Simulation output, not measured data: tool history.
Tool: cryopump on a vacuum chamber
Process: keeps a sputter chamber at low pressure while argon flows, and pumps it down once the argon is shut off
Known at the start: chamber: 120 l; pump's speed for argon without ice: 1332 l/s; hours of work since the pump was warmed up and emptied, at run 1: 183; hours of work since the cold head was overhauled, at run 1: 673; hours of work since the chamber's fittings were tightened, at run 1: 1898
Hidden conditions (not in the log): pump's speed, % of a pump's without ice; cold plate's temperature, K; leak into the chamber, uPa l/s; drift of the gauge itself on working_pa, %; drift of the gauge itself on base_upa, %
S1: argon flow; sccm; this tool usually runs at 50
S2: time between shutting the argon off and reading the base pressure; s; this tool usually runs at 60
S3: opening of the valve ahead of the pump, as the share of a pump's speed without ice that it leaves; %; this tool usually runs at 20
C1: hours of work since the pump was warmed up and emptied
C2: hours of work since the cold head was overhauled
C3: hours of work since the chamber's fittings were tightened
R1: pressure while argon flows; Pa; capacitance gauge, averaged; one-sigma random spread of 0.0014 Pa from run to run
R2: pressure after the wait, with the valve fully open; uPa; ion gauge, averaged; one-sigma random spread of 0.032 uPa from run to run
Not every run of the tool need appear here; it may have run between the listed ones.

run 1 hour=0 | S1=50 S2=60 S3=20 | C1=183 C2=673 C3=1898 | R1=0.3217 R2=2.38
run 2 hour=13 | S1=50 S2=60 S3=20 | C1=191 C2=681 C3=1906 | R1=0.3238 R2=2.33
run 3 hour=40.5 | S1=50 S2=60 S3=36 | C1=207 C2=698 C3=1923 | R1=0.1823 R2=2.32
run 4 hour=63.9 | S1=50 S2=60 S3=36 | C1=222 C2=713 C3=1937 | R1=0.1829 R2=2.34
run 5 hour=86 | S1=50 S2=60 S3=31 | C1=235 C2=726 C3=1950 | R1=0.2103 R2=2.36
run 6 hour=100.8 | S1=50 S2=60 S3=31 | C1=244 C2=735 C3=1960 | R1=0.2107 R2=2.42
run 7 hour=129.5 | S1=50 S2=186 S3=20 | C1=262 C2=753 C3=1977 | R1=0.3246 R2=1.35
run 8 hour=151.4 | S1=50 S2=186 S3=20 | C1=275 C2=766 C3=1991 | R1=0.3232 R2=1.38
run 9 hour=171.3 | S1=50 S2=60 S3=20 | C1=288 C2=778 C3=2003 | R1=0.3254 R2=2.43
run 10 hour=190.2 | S1=50 S2=60 S3=20 | C1=299 C2=790 C3=2014 | R1=0.3274 R2=2.45
run 11 hour=203.4 | S1=27 S2=60 S3=20 | C1=307 C2=798 C3=2022 | R1=0.1761 R2=2.5
run 12 hour=226.7 | S1=27 S2=60 S3=20 | C1=322 C2=812 C3=2037 | R1=0.1763 R2=2.45
run 13 hour=248.2 | S1=27 S2=60 S3=20 | C1=335 C2=826 C3=2050 | R1=0.1767 R2=2.38
run 14 hour=273.1 | S1=50 S2=60 S3=36 | C1=350 C2=841 C3=2065 | R1=0.1833 R2=2.45
run 15 hour=285.7 | S1=50 S2=40 S3=20 | C1=358 C2=849 C3=2073 | R1=0.3266 R2=3.19
run 16 hour=307.6 | S1=50 S2=60 S3=46 | C1=371 C2=862 C3=2086 | R1=0.1474 R2=2.36
run 17 hour=332.8 | S1=49 S2=60 S3=20 | C1=387 C2=877 C3=2102 | R1=0.3206 R2=2.51
run 18 hour=360.5 | S1=49 S2=60 S3=20 | C1=404 C2=894 C3=2119 | R1=0.3219 R2=2.51
run 19 hour=382.2 | S1=49 S2=60 S3=20 | C1=417 C2=908 C3=2132 | R1=0.3242 R2=2.44
run 20 hour=399.8 | S1=24 S2=86 S3=60 | C1=428 C2=919 C3=2143 | R1=0.0566 R2=2.09
run 21 hour=415.7 | S1=55 S2=60 S3=35 | C1=438 C2=928 C3=2153 | R1=0.2117 R2=2.55
run 22 hour=434.4 | S1=55 S2=60 S3=35 | C1=449 C2=940 C3=2164 | R1=0.2134 R2=2.5
run 23 hour=446.6 | S1=25 S2=26 S3=20 | C1=456 C2=947 C3=2172 | R1=0.1654 R2=4.55
run 24 hour=467.2 | S1=25 S2=26 S3=20 | C1=469 C2=960 C3=2184 | R1=0.1642 R2=4.39
run 25 hour=486.3 | S1=25 S2=26 S3=20 | C1=481 C2=972 C3=2196 | R1=0.1649 R2=4.52
-- hour=499.4 pump warmed up, emptied and cooled again
run 26 hour=511.7 | S1=25 S2=26 S3=20 | C1=8 C2=984 C3=2208 | R1=0.1592 R2=4.34
run 27 hour=527.7 | S1=25 S2=26 S3=20 | C1=17 C2=994 C3=2218 | R1=0.1613 R2=4.35
run 28 hour=542.5 | S1=25 S2=26 S3=20 | C1=26 C2=1003 C3=2227 | R1=0.1591 R2=4.18
run 29 hour=571.2 | S1=25 S2=26 S3=20 | C1=44 C2=1021 C3=2245 | R1=0.1593 R2=4.19
run 30 hour=591 | S1=31 S2=26 S3=20 | C1=56 C2=1033 C3=2257 | R1=0.1978 R2=4.31
run 31 hour=619.5 | S1=31 S2=26 S3=20 | C1=74 C2=1050 C3=2274 | R1=0.1986 R2=4.31
run 32 hour=637 | S1=24 S2=51 S3=50 | C1=84 C2=1061 C3=2285 | R1=0.0623 R2=2.65
run 33 hour=660.6 | S1=21 S2=298 S3=20 | C1=99 C2=1075 C3=2300 | R1=0.1341 R2=1.26
run 34 hour=680.6 | S1=52 S2=30 S3=36 | C1=111 C2=1088 C3=2312 | R1=0.1866 R2=3.91

Run by run, hidden condition taken away, random variation retained:
run=1 R1=0.3166 R2=1.72
run=2 R1=0.3184 R2=1.67
run=3 R1=0.1765 R2=1.66
run=4 R1=0.1768 R2=1.67
run=5 R1=0.2038 R2=1.68
run=6 R1=0.204 R2=1.72
run=7 R1=0.3174 R2=0.65
run=8 R1=0.3157 R2=0.66
run=9 R1=0.3174 R2=1.7
run=10 R1=0.3191 R2=1.7
run=11 R1=0.1715 R2=1.73
run=12 R1=0.1715 R2=1.7
run=13 R1=0.1717 R2=1.64
run=14 R1=0.1738 R2=1.69
run=15 R1=0.3167 R2=2.41
run=16 R1=0.1371 R2=1.59
run=17 R1=0.3101 R2=1.71
run=18 R1=0.3109 R2=1.71
run=19 R1=0.3127 R2=1.65
run=20 R1=0.0509 R2=1.26
run=21 R1=0.1983 R2=1.7
run=22 R1=0.1995 R2=1.66
run=23 R1=0.159 R2=3.69
run=24 R1=0.1577 R2=3.54
run=25 R1=0.1581 R2=3.64
run=26 R1=0.1585 R2=3.63
run=27 R1=0.1606 R2=3.64
run=28 R1=0.1583 R2=3.49
run=29 R1=0.1583 R2=3.48
run=30 R1=0.1963 R2=3.58
run=31 R1=0.1968 R2=3.58
run=32 R1=0.0608 R2=1.91
run=33 R1=0.1326 R2=0.51
run=34 R1=0.1827 R2=3.13

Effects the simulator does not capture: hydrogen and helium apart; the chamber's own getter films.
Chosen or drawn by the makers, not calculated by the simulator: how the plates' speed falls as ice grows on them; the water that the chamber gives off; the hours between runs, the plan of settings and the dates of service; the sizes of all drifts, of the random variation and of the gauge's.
